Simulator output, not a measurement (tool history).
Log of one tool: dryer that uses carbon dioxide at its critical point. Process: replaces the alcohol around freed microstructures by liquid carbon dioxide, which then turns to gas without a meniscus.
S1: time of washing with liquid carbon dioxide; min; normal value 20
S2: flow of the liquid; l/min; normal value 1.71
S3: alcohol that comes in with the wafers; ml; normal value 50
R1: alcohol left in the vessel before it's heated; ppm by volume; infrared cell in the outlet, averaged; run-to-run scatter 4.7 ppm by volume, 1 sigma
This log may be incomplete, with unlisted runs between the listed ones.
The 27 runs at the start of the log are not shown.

| run | hour | S1 | S2 | S3 | R1 |
|---|---|---|---|---|---|
| 28 | 275.3 | 14 | 2.58 | 32 | 18 |
| 29 | 287.5 | 30 | 1.48 | 28 | 20 |
| 30 | 301.1 | 30 | 1.48 | 28 | 21 |
| 31 | 311.2 | 25 | 1.48 | 28 | 23 |
| 32 | 324.2 | 25 | 1.48 | 28 | 30 |
| 33 | 333.5 | 25 | 1.48 | 28 | 27 |
| 34 | 340.5 | 20 | 1.67 | 32 | 32 |
| 35 | 351.8 | 20 | 1.67 | 32 | 32 |
| 36 | 361.4 | 19 | 1.67 | 32 | 35 |
| 37 | 369.9 | 19 | 1.67 | 32 | 30 |
| 38 | 381.3 | 19 | 1.67 | 32 | 33 |
|  | 386.2 | inlet filter changed |
| 39 | 393.9 | 27 | 1.50 | 99 | 25 |
| 40 | 401.1 | 17 | 1.71 | 26 | 26 |
| 41 | 412.8 | 17 | 1.71 | 26 | 31 |
| 42 | 425.1 | 20 | 2.60 | 22 | 35 |
| 43 | 433.9 | 20 | 1.58 | 43 | 20 |
| 44 | 447.5 | 20 | 1.58 | 43 | 31 |
| 45 | 453.2 | 20 | 1.58 | 43 | 31 |
| 46 | 459.6 | 31 | 1.71 | 70 | 23 |
| 47 | 467.9 | 15 | 1.71 | 89 | 84 |
| 48 | 478.8 | 15 | 1.71 | 89 | 83 |

Below are 3 alternative next runs, each starting from the tool's condition after run 48. Predict each:
| A | 489.9 | 15 | 2.22 | 32 | ? |
| B | 489.9 | 21 | 1.77 | 89 | ? |
| C | 489.9 | 28 | 1.71 | 50 | ? |

| run | R1 |
|---|---|
| A | 28 |
| B | 30 |
| C | 19 |
With no hidden state in the tool, these same runs would have given:
| run | R1 |
|---|---|
| A | 6 |
| B | 8 |
| C | 0 |
